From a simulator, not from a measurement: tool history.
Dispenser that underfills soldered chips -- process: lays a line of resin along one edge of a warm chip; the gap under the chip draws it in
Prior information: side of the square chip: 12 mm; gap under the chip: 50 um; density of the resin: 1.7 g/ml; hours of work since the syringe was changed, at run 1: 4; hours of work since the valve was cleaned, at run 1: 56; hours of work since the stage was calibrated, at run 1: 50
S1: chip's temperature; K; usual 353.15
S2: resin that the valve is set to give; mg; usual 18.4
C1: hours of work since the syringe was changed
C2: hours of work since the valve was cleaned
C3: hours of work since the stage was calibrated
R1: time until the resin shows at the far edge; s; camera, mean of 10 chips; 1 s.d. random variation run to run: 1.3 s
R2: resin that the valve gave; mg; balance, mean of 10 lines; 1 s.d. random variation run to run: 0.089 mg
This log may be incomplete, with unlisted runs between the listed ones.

| run | day | S1 | S2 | C1 | C2 | C3 | R1 | R2 |
|---|---|---|---|---|---|---|---|---|
| 1 | 0 | 353.15 | 18.4 | 4 | 56 | 50 | 172.5 | 17.82 |
| 2 | 0.192 | 353.15 | 20.8 | 7 | 59 | 53 | 235.8 | 20.27 |
|  | 0.221 | new syringe of resin |
| 3 | 0.304 | 353.15 | 20.8 | 2 | 61 | 55 | 141.1 | 20.15 |
| 4 | 0.417 | 353.15 | 20.8 | 3 | 63 | 57 | 163.5 | 19.91 |
| 5 | 0.617 | 353.15 | 18.4 | 7 | 66 | 61 | 229.6 | 17.72 |
|  | 0.654 | new syringe of resin |
| 6 | 0.775 | 367.15 | 18.4 | 2 | 69 | 63 | 96 | 17.78 |
| 7 | 0.896 | 367.15 | 18.4 | 4 | 71 | 65 | 116.5 | 17.86 |
|  | 1.083 | new syringe of resin |
| 8 | 1.15 | 353.15 | 18.4 | 1 | 75 | 70 | 137.1 | 17.79 |
| 9 | 1.342 | 353.15 | 18 | 5 | 79 | 73 | 188 | 17.27 |
| 10 | 1.462 | 338.15 | 18 | 7 | 81 | 75 | 370 | 17.34 |
|  | 1.525 | new syringe of resin |
| 11 | 1.679 | 338.15 | 18 | 3 | 85 | 79 | 265.1 | 17.27 |
| 12 | 1.871 | 338.15 | 18 | 6 | 88 | 82 | 366.3 | 17.23 |
|  | 1.967 | new syringe of resin |
| 13 | 2.038 | 353.15 | 18.4 | 1 | 91 | 85 | 137.5 | 17.48 |
| 14 | 2.15 | 353.15 | 18.4 | 3 | 93 | 87 | 165.3 | 17.49 |
| 15 | 2.325 | 357.15 | 22 | 6 | 96 | 90 | 184.6 | 20.98 |
|  | 2.4 | new syringe of resin |
| 16 | 2.467 | 362.15 | 20.9 | 1 | 98 | 92 | 103.5 | 19.75 |
|  | 2.529 | dispensing valve cleaned and set on the balance |
| 17 | 2.654 | 346.15 | 23.4 | 4 | 2 | 95 | 216.8 | 23.36 |
|  | 2.883 | new syringe of resin |
| 18 | 2.883 | 353.15 | 17 | 0 | 6 | 99 | 127.8 | 17.02 |
| 19 | 3.025 | 340.15 | 19.6 | 3 | 9 | 101 | 238.1 | 19.34 |
| 20 | 3.167 | 362.15 | 18.3 | 5 | 11 | 104 | 149.5 | 18.32 |
|  | 3.325 | new syringe of resin |
| 21 | 3.325 | 360.15 | 22.9 | 0 | 14 | 106 | 100 | 22.71 |
| 22 | 3.5 | 339.15 | 19.1 | 3 | 17 | 109 | 259.7 | 19.01 |
| 23 | 3.738 | 363.15 | 18 | 7 | 21 | 114 | 172.6 | 18 |
|  | 3.775 | new syringe of resin |
| 24 | 3.929 | 363.15 | 18 | 3 | 24 | 117 | 116.9 | 17.94 |
| 25 | 4.104 | 358.15 | 18.1 | 6 | 27 | 120 | 177.6 | 17.97 |
|  | 4.212 | new syringe of resin |
| 26 | 4.3 | 356.15 | 22 | 2 | 30 | 123 | 126.9 | 21.77 |
| 27 | 4.408 | 356.15 | 18.7 | 3 | 32 | 125 | 152.8 | 18.55 |
| 28 | 4.533 | 347.15 | 22.6 | 6 | 35 | 127 | 242.2 | 22.21 |

Branching from run 28: 3 alternative next runs. What would each branch give?
|  | 4.646 | new syringe of resin |
| A | 4.654 | 365.15 | 20.1 | 0 | 37 | 129 | ? | ? |
|  | 4.646 | new syringe of resin |
| B | 4.654 | 354.15 | 17 | 0 | 37 | 129 | ? | ? |
|  | 4.646 | new syringe of resin |
| C | 4.654 | 359.15 | 16.7 | 0 | 37 | 129 | ? | ? |

| run | R1 | R2 |
|---|---|---|
| A | 87.9 | 19.97 |
| B | 127.9 | 16.87 |
| C | 109.3 | 16.27 |
What these runs would have given with no unlogged condition in the tool:
| run | R1 | R2 |
|---|---|---|
| A | 83.8 | 20.29 |
| B | 121.4 | 17.14 |
| C | 103.8 | 16.54 |
